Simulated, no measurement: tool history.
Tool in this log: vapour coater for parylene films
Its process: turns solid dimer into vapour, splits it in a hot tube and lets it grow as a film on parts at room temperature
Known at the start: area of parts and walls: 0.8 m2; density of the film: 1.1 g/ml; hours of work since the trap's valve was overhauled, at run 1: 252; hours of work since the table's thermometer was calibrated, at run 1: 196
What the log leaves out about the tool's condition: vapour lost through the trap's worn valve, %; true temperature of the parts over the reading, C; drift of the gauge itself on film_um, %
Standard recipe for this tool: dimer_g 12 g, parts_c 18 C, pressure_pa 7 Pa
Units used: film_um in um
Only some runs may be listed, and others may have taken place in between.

run,hour,dimer_g,parts_c,pressure_pa,hours of work since the trap's valve was overhauled,hours of work since the table's thermometer was calibrated,film_um
1,0,12,18,7,252,196,5.7
2,23.8,12,18,7,262,206,5.58
3,70.3,12,14,7,282,226,6.27
4,94.4,12,14,7,292,236,6.23
5,124.1,12,14,7,304,249,6.3
6,172.8,12,14,7,325,269,6.13
7,205.1,12,18,7,339,283,5.59
8,241.4,12,18,7,354,298,5.58
9,290.9,8,18,7,375,319,3.68
10,321.4,8,18,7,388,332,3.67
11,354.4,6,18,7,402,346,2.74
12,400.8,6,18,7,422,366,2.74
13,439.9,6,18,7,438,382,2.71
14,485.9,6,18,7,458,402,2.65
15,514.1,6,18,7,470,414,2.67
16,543.8,6,18,4.12,482,426,2.91
17,593.6,6,18,4.12,503,448,2.9
18,632.2,6,18,4.12,520,464,2.93
19,666.7,6,29,4.12,534,479,2.13
20,702.4,21,13,6.59,550,494,10.47
21,738.7,21,13,6.59,565,509,10.47
22,785.8,12,17,7,585,529,5.32
# hour 816.2: trap's valve overhauled
23,835.2,10,18,10.47,8,548,4.7
24,863.8,12,19,7,20,560,5.86
25,913,12,28,7.75,41,581,4.45

Branching from run 25: 4 alternative next runs. What would each branch give?
A,956.8,13,18,2.74,60,600,?
B,956.8,6,12,11.08,60,600,?
C,956.8,14,28,7.75,60,600,?
D,956.8,7,15,4.93,60,600,?

run,film_um
A,7.41
B,3.23
C,5.29
D,3.96
Had the tool no hidden state, the same runs would have come out as:
run,film_um
A,7.5
B,3.26
C,5.35
D,4
